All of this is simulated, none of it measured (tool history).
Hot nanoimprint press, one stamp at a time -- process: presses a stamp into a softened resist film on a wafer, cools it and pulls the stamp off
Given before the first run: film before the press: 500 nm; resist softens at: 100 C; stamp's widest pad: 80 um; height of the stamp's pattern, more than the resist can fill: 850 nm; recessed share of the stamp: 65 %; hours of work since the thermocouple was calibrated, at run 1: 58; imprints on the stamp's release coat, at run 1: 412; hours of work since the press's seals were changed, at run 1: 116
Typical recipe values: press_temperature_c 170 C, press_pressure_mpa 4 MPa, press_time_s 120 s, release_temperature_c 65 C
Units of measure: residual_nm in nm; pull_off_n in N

run   hour  press_temperature_c  press_pressure_mpa  press_time_s  release_temperature_c  hours of work since the thermocouple was calibrated  imprints on the stamp's release coat  hours of work since the press's seals were changed  residual_nm  pull_off_n
  1      0                  170                   4           120                     65                                                   58                                   412                                                 116        195.6         139
  2   19.1                  170                2.69           120                     65                                                   67                                   445                                                 126        233.1         139
  3   46.8                  177                   4           120                     65                                                   81                                   494                                                 139        134.3         142
  4   70.4                  177                   4           120                     65                                                   93                                   536                                                 151          131         139
  5   83.6                  177                   4           120                     65                                                  100                                   559                                                 158        131.7         139
  6  113.5                  177                   4           120                     65                                                  114                                   612                                                 173        131.3         150
  7  132.2                  177                   4           120                     65                                                  124                                   645                                                 182          132         145
  8  161.7                  177                   4           120                     65                                                  138                                   697                                                 197        131.2         149
  9  190.1                  170                   4           120                     65                                                  153                                   747                                                 211        194.1         151
     195.9  -- plate thermocouple calibrated
 10  210.5                  170                   4           120                     71                                                    7                                   778                                                 219        191.7         151
 11  238.4                  170                   4           120                     65                                                   21                                   827                                                 233        193.2         158
 12  259.4                  180                   4           120                     52                                                   32                                   864                                                 244        109.5         163
 13  281.7                  180                   4           120                     52                                                   43                                   903                                                 255        108.1         166
 14  299.5                  170                3.91           109                     65                                                   52                                   935                                                 264        194.9         162
 15  327.7                  180                3.91           109                     63                                                   66                                   985                                                 278        114.2         169
 16  341.4                  180                 2.8           109                     51                                                   72                                  1009                                                 285        136.6         184
     366.9  -- plate thermocouple calibrated, once more
 17  373.1                  170                6.32           120                     65                                                    3                                  1060                                                 299        162.5         172
 18  397.2                  170                6.32           120                     65                                                   15                                  1102                                                 311        161.2         177
 19  418.7                  170                3.29            86                     53                                                   26                                  1140                                                 322        245.1         188
 20  443.9                  170                3.29            86                     53                                                   38                                  1184                                                 334        245.6         182
     454.1  -- stamp cleaned and given a new release coat
 21  474.1                  171                4.74           230                     51                                                   50                                    35                                                 346        130.8         129
 22  493.3                  171                4.74           230                     51                                                   60                                    69                                                 356        131.6         130

Alternative continuations, all from the tool just after run 22; predict every row:
  A  523.1                  171                3.42           102                     57                                                   75                                   122                                                 371            ?           ?
  B  523.1                  171                4.74            71                     51                                                   75                                   122                                                 371            ?           ?
  C  523.1                  163                2.44           163                     51                                                   75                                   122                                                 371            ?           ?

run  residual_nm  pull_off_n
  A        214.9         128
  B        211.6         132
  C        310.1         138
Had the tool no hidden state, the same runs would have come out as:
run  residual_nm  pull_off_n
  A        216.1         123
  B        212.1         127
  C        312.4         132
